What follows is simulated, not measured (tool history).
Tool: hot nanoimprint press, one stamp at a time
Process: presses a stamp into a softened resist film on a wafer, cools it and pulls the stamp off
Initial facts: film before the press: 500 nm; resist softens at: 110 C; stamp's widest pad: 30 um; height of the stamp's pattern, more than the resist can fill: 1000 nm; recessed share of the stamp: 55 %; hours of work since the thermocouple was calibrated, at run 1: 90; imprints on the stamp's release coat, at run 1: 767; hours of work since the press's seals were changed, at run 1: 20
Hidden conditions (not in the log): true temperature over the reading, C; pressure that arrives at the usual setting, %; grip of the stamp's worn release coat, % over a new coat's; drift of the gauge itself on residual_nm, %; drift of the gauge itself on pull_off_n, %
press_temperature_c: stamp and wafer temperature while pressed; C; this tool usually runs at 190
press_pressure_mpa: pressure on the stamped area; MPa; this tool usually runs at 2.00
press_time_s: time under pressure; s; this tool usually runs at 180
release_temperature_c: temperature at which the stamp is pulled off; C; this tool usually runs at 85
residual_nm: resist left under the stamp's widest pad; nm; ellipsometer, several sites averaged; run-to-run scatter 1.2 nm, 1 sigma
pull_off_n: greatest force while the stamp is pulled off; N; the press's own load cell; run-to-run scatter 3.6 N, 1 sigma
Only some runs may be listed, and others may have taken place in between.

run,hour,press_temperature_c,press_pressure_mpa,press_time_s,release_temperature_c,hours of work since the thermocouple was calibrated,imprints on the stamp's release coat,hours of work since the press's seals were changed,residual_nm,pull_off_n
1,0.0,190,2.00,180,85,90,767,20,178.9,216
2,15.3,190,2.00,180,85,101,826,31,179.6,219
3,25.7,190,2.00,180,85,109,866,39,180.2,222
4,35.4,190,2.00,180,88,116,903,46,181.5,202
5,49.2,190,2.00,180,88,126,957,56,181.5,204
6,62.2,190,2.00,180,88,135,1006,65,180.1,210
7,80.3,190,2.00,180,88,148,1076,78,181.9,211
8,95.7,190,2.00,180,88,159,1135,89,183.3,216
9,112.0,190,2.00,180,85,171,1198,101,182.9,233
10,130.1,190,2.00,180,85,183,1268,113,183.7,229
11,147.3,190,2.00,180,85,196,1334,126,185.9,246
12,160.5,190,2.00,180,85,205,1385,135,183.6,252
13,174.0,190,2.00,180,85,215,1437,145,183.7,248
14,191.6,190,2.00,272,85,227,1504,157,153.9,251
15,202.6,190,2.00,272,85,235,1547,165,154.4,260
16,215.8,190,2.00,272,85,245,1597,175,154.6,251
17,225.9,190,2.00,272,89,252,1637,182,156.0,231
18,236.8,201,2.00,233,89,260,1679,190,117.1,236
19,251.5,192,2.31,180,90,270,1735,200,163.7,236
20,267.6,185,2.31,119,80,282,1797,212,239.7,289
21,277.3,185,2.31,119,80,289,1834,219,241.2,299
22,285.6,188,2.31,196,80,295,1866,225,180.9,309
# hour 293.3: stamp cleaned and given a new release coat
23,303.0,188,2.31,196,80,303,37,233,181.1,210
24,315.7,188,2.31,196,80,312,86,242,179.8,211
25,332.7,195,2.13,177,84,324,152,254,157.1,195
26,342.9,190,1.94,180,91,332,191,262,192.4,168
27,353.7,182,2.00,145,85,339,232,269,266.6,194
28,362.8,181,2.00,180,78,346,267,276,249.1,228
29,380.4,189,1.78,114,73,358,335,288,244.2,250
30,391.9,190,1.78,114,91,367,379,297,237.0,172

Below are 4 alternative next runs, each starting from the tool's condition after run 30. Predict each:
A,405.8,184,2.00,180,85,377,433,307,?,?
B,405.8,190,2.10,114,91,377,433,307,?,?
C,405.8,190,1.86,114,91,377,433,307,?,?
D,405.8,181,3.15,180,92,377,433,307,?,?

run,residual_nm,pull_off_n
A,230.3,204
B,223.3,176
C,235.7,176
D,209.1,162
Without the tool's unlogged condition, the same runs would have read:
run,residual_nm,pull_off_n
A,214.5,177
B,208.5,150
C,220.8,150
D,192.4,138
